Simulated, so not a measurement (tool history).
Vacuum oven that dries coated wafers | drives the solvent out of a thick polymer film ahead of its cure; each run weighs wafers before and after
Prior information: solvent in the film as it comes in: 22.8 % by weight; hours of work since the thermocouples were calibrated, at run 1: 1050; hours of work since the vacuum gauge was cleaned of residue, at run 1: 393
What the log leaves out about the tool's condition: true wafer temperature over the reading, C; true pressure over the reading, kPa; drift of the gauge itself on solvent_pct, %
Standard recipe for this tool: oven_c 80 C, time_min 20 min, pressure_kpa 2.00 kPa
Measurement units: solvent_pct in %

run	day	oven_c	time_min	pressure_kpa	hours of work since the thermocouples were calibrated	hours of work since the vacuum gauge was cleaned of residue	solvent_pct
1	0.000	80	20	2.00	1050	393	1.82
2	2.258	80	20	4.11	1075	419	2.33
3	5.254	80	20	4.11	1110	453	2.34
4	6.979	80	20	4.11	1129	473	2.32
5	8.983	80	20	4.11	1152	496	2.40
6	11.750	80	20	4.11	1184	527	2.29
7	14.808	80	20	4.11	1219	562	2.19
8	17.646	80	20	4.11	1251	595	2.33
9	19.146	80	20	4.11	1268	612	2.16
10	21.788	80	20	4.11	1298	642	2.25
11	23.942	80	17	2.14	1323	667	2.32
12	26.021	80	26	2.71	1347	690	1.22
13	27.625	80	34	2.71	1365	709	0.96
14	30.242	87	35	2.06	1395	739	0.49
15	32.450	87	36	4.29	1420	764	0.87
16	33.988	87	36	4.29	1438	781	0.92
17	35.983	67	36	1.41	1461	804	2.41
18	39.192	80	14	2.00	1497	841	3.16

Run 19, settings as shown, results not yet in. Your forecast:
19	42.238	80	14	2.00	1532	876	?

solvent_pct: 3.10 %
With the hidden condition absent and the run-to-run variation left alone, this run would have shown solvent_pct 4.11 %.

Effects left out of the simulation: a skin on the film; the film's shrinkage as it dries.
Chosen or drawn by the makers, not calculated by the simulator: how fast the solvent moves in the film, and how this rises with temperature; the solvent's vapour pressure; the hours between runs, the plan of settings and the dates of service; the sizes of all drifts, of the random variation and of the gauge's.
